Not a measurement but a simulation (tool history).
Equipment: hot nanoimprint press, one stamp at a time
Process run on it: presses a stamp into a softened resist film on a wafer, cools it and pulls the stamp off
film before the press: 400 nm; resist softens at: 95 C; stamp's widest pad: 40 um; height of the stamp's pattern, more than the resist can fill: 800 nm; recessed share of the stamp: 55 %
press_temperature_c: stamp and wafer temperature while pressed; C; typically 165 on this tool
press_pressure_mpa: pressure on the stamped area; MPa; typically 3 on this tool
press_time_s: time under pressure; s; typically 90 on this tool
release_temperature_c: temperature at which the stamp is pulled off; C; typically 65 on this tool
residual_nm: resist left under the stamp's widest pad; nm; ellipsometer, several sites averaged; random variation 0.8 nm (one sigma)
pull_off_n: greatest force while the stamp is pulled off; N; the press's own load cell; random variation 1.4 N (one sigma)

run    hour  press_temperature_c  press_pressure_mpa  press_time_s  release_temperature_c  residual_nm  pull_off_n
  1       0                  165                   3            90                     65        142.8         136
  2    56.3                  158                   3            90                     65        201.3         134
  3   115.9                  158                   3            90                     65          203         133
      128.3  -- stamp cleaned and given a new release coat
  4   176.9                  158                   3            90                     65        202.1         135
  5   217.4                  158                   3            90                     65          203         135
  6   248.5                  158                   3            90                     65        202.1         131
  7   306.9                  158                   3            90                     65        202.9         134
      338.2  -- stamp cleaned and given a new release coat
  8     345                  158                3.01            90                     65          201         134
  9   389.6                  165                   3            90                     65        143.6         130
 10   438.7                  165                   3            90                     65        142.9         133
 11   490.1                  170                   3            90                     65        110.4         135
      548.1  -- stamp cleaned and given a new release coat
 12   556.8                  170                   3            90                     65        111.9         134
 13   588.4                  165                   3            45                     65        191.6         132
 14   638.8                  165                   3            90                     65        144.2         135
      686.6  -- plate thermocouple calibrated
 15   688.9                  158                   3            90                     65        204.6         135
 16   737.3                  154                   3            90                     65        244.8         134
      759.1  -- stamp cleaned and given a new release coat
 17   784.5                  165                2.38            90                     71        159.9         119
 18   831.6                  165                2.38            90                     71        159.7         121
 19   894.7                  165                2.38           156                     71        125.5         118
 20   926.2                  165                2.13            77                     65        179.9         133
      968.9  -- stamp cleaned and given a new release coat
 21   989.7                  174                   3            78                     65         99.4         134
 22  1038.3                  165                4.36            92                     51        121.9         166
 23  1068.7                  165                4.36            92                     51        122.1         166
 24  1117.9                  157                2.47            90                     55        231.6         157
 25  1165.5                  172                3.84           179                     55         66.2         156
     1179.2  -- stamp cleaned and given a new release coat
 26  1202.6                  165                   3            92                     68        144.3         128
 27  1254.9                  165                   3            92                     68        142.6         126
     1273.3  -- gauge calibrated
 28  1313.9                  165                3.62            92                     68          131         128
     1358.6  -- press's hydraulic seals changed and the load cell set to zero
 29    1371                  165                3.62            92                     68        129.6         126

Consider 3 possible next runs. They are alternatives, not a sequence: every one starts from the tool as it was left by run 29. What does each give?
     1381.7  -- plate thermocouple calibrated
     1399.6  -- stamp cleaned and given a new release coat
  A  1424.9                  164                3.62            49                     68            ?           ?
     1381.7  -- plate thermocouple calibrated
     1399.6  -- stamp cleaned and given a new release coat
  B  1424.9                  165                   3            90                     66            ?           ?
     1381.7  -- plate thermocouple calibrated
     1399.6  -- stamp cleaned and given a new release coat
  C  1424.9                  177                   3            90                     65            ?           ?

run  residual_nm  pull_off_n
  A        179.1         128
  B        142.5         130
  C         78.8         134
Without the tool's unlogged condition, the same runs would have read:
run  residual_nm  pull_off_n
  A        178.6         128
  B        142.1         130
  C         78.6         134
